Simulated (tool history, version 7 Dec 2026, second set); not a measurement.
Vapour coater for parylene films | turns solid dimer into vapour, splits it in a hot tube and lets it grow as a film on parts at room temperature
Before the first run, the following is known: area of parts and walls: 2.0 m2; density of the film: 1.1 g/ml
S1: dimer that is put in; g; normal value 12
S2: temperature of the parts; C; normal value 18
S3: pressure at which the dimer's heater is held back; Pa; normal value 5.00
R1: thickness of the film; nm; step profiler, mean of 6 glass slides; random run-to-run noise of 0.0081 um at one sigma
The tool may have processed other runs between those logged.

Run 1, hour 0.0: usual settings. Result: R1 2455 nm.
Run 2, hour 8.5: usual settings. Result: R1 2482 nm.
Run 3, hour 18.0: usual settings. Result: R1 2456 nm.
Run 4, hour 34.5: usual settings. Result: R1 2463 nm.
Run 5, hour 46.4: usual settings. Result: R1 2466 nm.
Run 6, hour 57.0: usual settings. Result: R1 2468 nm.
Run 7, hour 72.1: usual settings. Result: R1 2461 nm.
Run 8, hour 80.0: usual settings. Result: R1 2460 nm.
Run 9, hour 92.9: usual settings. Result: R1 2463 nm.
Run 10, hour 102.8: usual settings but S2 13 C. Result: R1 3083 nm.
Run 11, hour 121.2: usual settings but S2 13 C. Result: R1 3065 nm.
Run 12, hour 135.6: usual settings but S2 13 C. Result: R1 3065 nm.
Run 13, hour 151.0: usual settings. Result: R1 2464 nm.
Run 14, hour 164.8: usual settings. Result: R1 2442 nm.
Run 15, hour 174.5: usual settings. Result: R1 2457 nm.
Run 16, hour 188.1: usual settings but S3 8.96 Pa. Result: R1 2273 nm.
Run 17, hour 197.1: usual settings but S3 8.96 Pa. Result: R1 2276 nm.
Run 18, hour 210.1: usual settings but S3 8.96 Pa. Result: R1 2275 nm.
Run 19, hour 223.7: usual settings but S3 3.29 Pa. Result: R1 2573 nm.
Run 20, hour 238.0: usual settings but S3 3.29 Pa. Result: R1 2570 nm.
Run 21, hour 254.6: usual settings but S3 3.29 Pa. Result: R1 2580 nm.
Run 22, hour 267.4: usual settings but S1 14 g. Result: R1 2847 nm.
Run 23, hour 282.4: usual settings but S1 14 g. Result: R1 2857 nm.
Run 24, hour 290.7: usual settings but S1 14 g. Result: R1 2842 nm.
Run 25, hour 305.2: usual settings but S1 17 g, S2 12 C, S3 3.52 Pa. Result: R1 4734 nm.
Run 26, hour 318.2: usual settings but S1 19 g, S2 10 C. Result: R1 5543 nm.
Run 27, hour 327.5: usual settings. Result: R1 2437 nm.
Run 28, hour 336.5: usual settings but S3 8.38 Pa. Result: R1 2280 nm.
Run 29, hour 354.6: usual settings but S1 15 g, S2 10 C. Result: R1 4385 nm.
Run 30, hour 362.2: usual settings but S1 15 g, S2 10 C, S3 3.03 Pa. Result: R1 4656 nm.
Run 31, hour 372.1: usual settings but S1 15 g, S2 10 C, S3 3.03 Pa. Result: R1 4647 nm.
Run 32, hour 381.3: usual settings but S1 10 g, S2 10 C, S3 2.34 Pa. Result: R1 3203 nm.
Run 33, hour 390.2: usual settings but S1 7 g, S3 4.72 Pa. Result: R1 1432 nm.
Run 34, hour 401.2: usual settings but S1 7 g, S2 21 C, S3 2.01 Pa. Result: R1 1401 nm.
Run 35, hour 410.7: usual settings but S1 10 g, S2 13 C, S3 2.88 Pa. Result: R1 2720 nm.
Run 36, hour 427.3: usual settings but S1 18 g, S2 12 C, S3 4.31 Pa. Result: R1 4851 nm.
Run 37, hour 445.5: usual settings but S2 21 C, S3 4.12 Pa. Result: R1 2179 nm.
Run 38, hour 459.1: usual settings but S1 14 g, S2 21 C, S3 4.12 Pa. Result: R1 2542 nm.
Run 39, hour 471.5: usual settings but S1 14 g, S2 21 C, S3 4.12 Pa. Result: R1 2536 nm.
At hour 475.0: gauge calibrated.
Run 40, hour 483.1: usual settings but S1 14 g, S2 21 C, S3 4.12 Pa. Result: R1 2583 nm.
Run 41, hour 498.7: usual settings but S1 5 g, S2 24 C, S3 4.12 Pa. Result: R1 801 nm.
Run 42, hour 507.6: usual settings but S1 5 g, S2 24 C, S3 4.12 Pa. Result: R1 817 nm.
Run 43, hour 525.4: usual settings but S1 5 g, S2 24 C, S3 4.12 Pa. Result: R1 794 nm.
Run 44, hour 540.1: usual settings but S2 28 C. Result: R1 1561 nm.
Run 45, hour 557.4: usual settings but S1 7 g, S2 29 C, S3 9.83 Pa. Result: R1 800 nm.
Run 46, hour 565.3: usual settings but S1 7 g, S2 29 C, S3 9.83 Pa. Result: R1 813 nm.

Here are 3 independent what-if runs from the current tool condition. What would each one return?
Run A, hour 575.7: usual settings but S1 7 g, S2 20 C, S3 6.76 Pa. Result: R1 ?.
Run B, hour 575.7: usual settings but S3 2.33 Pa. Result: R1 ?.
Run C, hour 575.7: usual settings but S1 11 g, S3 4.46 Pa. Result: R1 ?.

run    R1
  A  1247
  B  2705
  C  2291
With the hidden condition removed and each run's random variation left untouched, the same runs would have given:
run    R1
  A  1255
  B  2723
  C  2306
